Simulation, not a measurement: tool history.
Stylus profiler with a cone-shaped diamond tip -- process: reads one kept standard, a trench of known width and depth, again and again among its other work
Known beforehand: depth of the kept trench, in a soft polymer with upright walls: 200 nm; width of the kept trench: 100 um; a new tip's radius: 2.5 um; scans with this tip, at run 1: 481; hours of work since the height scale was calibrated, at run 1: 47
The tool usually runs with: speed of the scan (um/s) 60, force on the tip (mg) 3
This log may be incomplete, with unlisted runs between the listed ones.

run,hour,speed of the scan (um/s),force on the tip (mg),scans with this tip,hours of work since the height scale was calibrated,depth of the trench (Å),width of the trench's floor (nm)
1,0,60,3,481,47,2031.2,97660
2,11.1,60,3,536,52,2030.9,97630
3,18.4,60,8.85,572,56,2064.5,97880
4,25.5,36,3,607,59,2031.2,97770
5,34,36,3,649,63,2031.1,97790
6,40.6,86,3,682,66,2031.1,97510
7,55.1,86,3,753,73,2031.3,97530
8,70.2,60,3,828,81,2031.3,97630
9,82.1,60,5.18,887,86,2045.1,97780
10,89.4,42,1.18,923,90,2016.8,97620
11,100,198,4.75,975,95,2042.7,97140
12,109.6,55,4.75,1023,99,2042.6,97720
13,120.3,26,1.85,1076,105,2022.6,97790
14,135,147,2.07,1149,112,2024.4,96970

Run 15, settings as shown, results not yet in. Your forecast:
15,146.9,23,2.07,1207,117,?,?

{"run 15": {"depth of the trench (Å)": 2024.3, "width of the trench's floor (nm)": 97840}}
If the tool had no hidden condition, the same run with the same run-to-run variation would have returned depth of the trench (Å) 2024.1, width of the trench's floor (nm) 97930.
